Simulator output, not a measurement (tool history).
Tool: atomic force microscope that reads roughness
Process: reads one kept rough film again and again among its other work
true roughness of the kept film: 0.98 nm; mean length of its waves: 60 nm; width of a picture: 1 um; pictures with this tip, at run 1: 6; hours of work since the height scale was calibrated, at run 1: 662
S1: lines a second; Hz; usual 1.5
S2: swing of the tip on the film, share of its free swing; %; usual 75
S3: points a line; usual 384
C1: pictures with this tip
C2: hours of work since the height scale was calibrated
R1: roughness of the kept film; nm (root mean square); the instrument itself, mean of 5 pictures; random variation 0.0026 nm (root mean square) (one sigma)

run   hour    S1  S2   S3   C1   C2     R1
  1      0   1.5  75  384    6  662  0.902
  2     12   1.5  77  384   22  669  0.899
  3   32.2   1.5  75  438   48  680  0.904
  4   49.6   1.5  75  438   70  690   0.91
  5   76.7  3.65  75  384  106  705  0.813
  6   99.6   1.5  75  259  136  717  0.895
  7  120.9   1.5  66  635  163  729  0.931
     149.2  -- new tip fitted
  8  149.8   1.5  66  635    1  745  0.941
  9  179.3  0.65  85  568   40  761  0.922
 10  198.5  0.65  79  844   65  772  0.944

Some steps in R1 between neighbouring runs. How much of each would the tool show without its hidden state too (settings, what came in, random variation), and how much is left for the hidden state, with any gauge scatter that isn't in both results?
The hidden state here: radius of the tip, nm; height scale over the true one, %; drift of the gauge itself on roughness_nm, %.
Run 4 -> 5: S1 1.5 -> 3.65, S3 438 -> 384. R1 -0.097 nm (root mean square): hidden state -0.002, all else -0.095.
Run 7 -> 8: new tip fitted. R1 +0.01 nm (root mean square): hidden state +0.009, all else +0.001.
